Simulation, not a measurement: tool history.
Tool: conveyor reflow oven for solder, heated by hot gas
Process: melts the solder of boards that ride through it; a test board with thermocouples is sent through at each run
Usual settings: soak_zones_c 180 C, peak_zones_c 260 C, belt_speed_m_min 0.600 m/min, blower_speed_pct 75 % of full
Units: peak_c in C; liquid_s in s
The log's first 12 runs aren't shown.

run 13 hour=545.6 | soak_zones_c=180 peak_zones_c=260 belt_speed_m_min=0.712 blower_speed_pct=75 | peak_c=241.3 liquid_s=37.4
run 14 hour=580.8 | soak_zones_c=180 peak_zones_c=260 belt_speed_m_min=0.600 blower_speed_pct=75 | peak_c=246.3 liquid_s=50.5
run 15 hour=633.2 | soak_zones_c=180 peak_zones_c=260 belt_speed_m_min=0.645 blower_speed_pct=75 | peak_c=244.5 liquid_s=44.9
run 16 hour=671.0 | soak_zones_c=180 peak_zones_c=260 belt_speed_m_min=0.710 blower_speed_pct=75 | peak_c=241.4 liquid_s=37.3
run 17 hour=707.0 | soak_zones_c=194 peak_zones_c=272 belt_speed_m_min=0.615 blower_speed_pct=55 | peak_c=253.2 liquid_s=57.6
run 18 hour=764.0 | soak_zones_c=194 peak_zones_c=272 belt_speed_m_min=0.615 blower_speed_pct=55 | peak_c=253.0 liquid_s=57.8
run 19 hour=806.4 | soak_zones_c=180 peak_zones_c=260 belt_speed_m_min=0.539 blower_speed_pct=75 | peak_c=249.0 liquid_s=59.7
run 20 hour=855.3 | soak_zones_c=169 peak_zones_c=266 belt_speed_m_min=0.577 blower_speed_pct=73 | peak_c=250.6 liquid_s=51.8
run 21 hour=893.1 | soak_zones_c=169 peak_zones_c=266 belt_speed_m_min=0.577 blower_speed_pct=73 | peak_c=250.5 liquid_s=51.8
run 22 hour=921.3 | soak_zones_c=169 peak_zones_c=266 belt_speed_m_min=0.577 blower_speed_pct=73 | peak_c=250.6 liquid_s=51.6
run 23 hour=981.0 | soak_zones_c=169 peak_zones_c=269 belt_speed_m_min=0.695 blower_speed_pct=62 | peak_c=241.9 liquid_s=34.7
run 24 hour=1030.3 | soak_zones_c=170 peak_zones_c=256 belt_speed_m_min=0.581 blower_speed_pct=51 | peak_c=234.3 liquid_s=34.1
run 25 hour=1091.8 | soak_zones_c=170 peak_zones_c=260 belt_speed_m_min=0.600 blower_speed_pct=75 | peak_c=244.5 liquid_s=45.7
run 26 hour=1123.5 | soak_zones_c=170 peak_zones_c=260 belt_speed_m_min=0.600 blower_speed_pct=75 | peak_c=244.9 liquid_s=45.6
run 27 hour=1172.2 | soak_zones_c=194 peak_zones_c=260 belt_speed_m_min=0.715 blower_speed_pct=75 | peak_c=244.4 liquid_s=44.6
-- hour=1196.9 flux residue cleaned out of gas plates and filters
run 28 hour=1208.8 | soak_zones_c=194 peak_zones_c=265 belt_speed_m_min=0.715 blower_speed_pct=55 | peak_c=241.5 liquid_s=40.3
run 29 hour=1243.6 | soak_zones_c=174 peak_zones_c=269 belt_speed_m_min=0.610 blower_speed_pct=84 | peak_c=255.0 liquid_s=53.5
run 30 hour=1287.6 | soak_zones_c=176 peak_zones_c=262 belt_speed_m_min=0.600 blower_speed_pct=80 | peak_c=248.5 liquid_s=51.1
-- hour=1332.6 belt drive overhauled, speed set with a stopwatch
run 31 hour=1343.2 | soak_zones_c=176 peak_zones_c=262 belt_speed_m_min=0.600 blower_speed_pct=80 | peak_c=248.6 liquid_s=51.1

3 ways to go on from here, each from the tool as it stands after run 31. What would each give?
run A hour=1396.8 | soak_zones_c=193 peak_zones_c=260 belt_speed_m_min=0.615 blower_speed_pct=85 | peak_c=? liquid_s=?
run B hour=1396.8 | soak_zones_c=176 peak_zones_c=262 belt_speed_m_min=0.581 blower_speed_pct=80 | peak_c=? liquid_s=?
run C hour=1396.8 | soak_zones_c=176 peak_zones_c=261 belt_speed_m_min=0.600 blower_speed_pct=72 | peak_c=? liquid_s=?

run=A peak_c=250.1 liquid_s=57.7
run=B peak_c=249.6 liquid_s=53.7
run=C peak_c=246.0 liquid_s=48.4
Without the tool's hidden state the same runs would have given:
run=A peak_c=250.1 liquid_s=57.7
run=B peak_c=249.7 liquid_s=53.7
run=C peak_c=246.0 liquid_s=48.4
